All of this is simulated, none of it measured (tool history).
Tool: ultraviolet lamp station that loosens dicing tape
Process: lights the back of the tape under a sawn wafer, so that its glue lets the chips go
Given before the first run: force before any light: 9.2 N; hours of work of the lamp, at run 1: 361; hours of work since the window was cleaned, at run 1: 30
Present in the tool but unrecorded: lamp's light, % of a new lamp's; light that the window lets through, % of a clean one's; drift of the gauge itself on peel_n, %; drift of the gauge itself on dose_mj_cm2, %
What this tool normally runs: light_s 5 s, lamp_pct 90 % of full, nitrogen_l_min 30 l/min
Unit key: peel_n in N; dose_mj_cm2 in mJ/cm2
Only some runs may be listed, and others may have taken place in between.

run   hour  light_s  lamp_pct  nitrogen_l_min  hours of work of the lamp  hours of work since the window was cleaned  peel_n  dose_mj_cm2
  1    0.0        5        90              30                        361                                          30   0.630          200
  2   12.8        5        90              30                        371                                          40   0.631          199
  3   28.5        5        90              30                        383                                          52   0.649          196
  4   42.9        5        90              10                        394                                          63   1.099          198
  5   61.8        6        90              30                        409                                          78   0.461          235
  6   75.5        5        90              30                        419                                          89   0.656          191
  7   94.3        5        90              55                        434                                         103   0.574          192
  8  110.0        5        90              55                        446                                         115   0.556          190
  9  118.4        5        68              55                        452                                         121   0.997          139
 10  135.0        5        68              55                        465                                         134   1.040          144
 11  148.2        5        94              18                        475                                         144   0.839          195
 12  168.7        4        90              30                        491                                         160   1.143          148
 13  187.9        4        90              30                        506                                         175   1.158          147
 14  207.9        4        90              30                        521                                         190   1.136          145
 15  220.0        2        72              30                        530                                         200   3.965           57

Some steps in peel_n, run to run, broken into two amounts with sign: the step expected even without the hidden condition (settings, incoming material, random variation), and the rest, left for the hidden condition together with whatever gauge scatter is not in both the measured and the hidden-condition-free result:
Run 14 -> 15: light_s 4 -> 2, lamp_pct 90 -> 72. peel_n +2.829 N: hidden state +0.349, all else +2.480.

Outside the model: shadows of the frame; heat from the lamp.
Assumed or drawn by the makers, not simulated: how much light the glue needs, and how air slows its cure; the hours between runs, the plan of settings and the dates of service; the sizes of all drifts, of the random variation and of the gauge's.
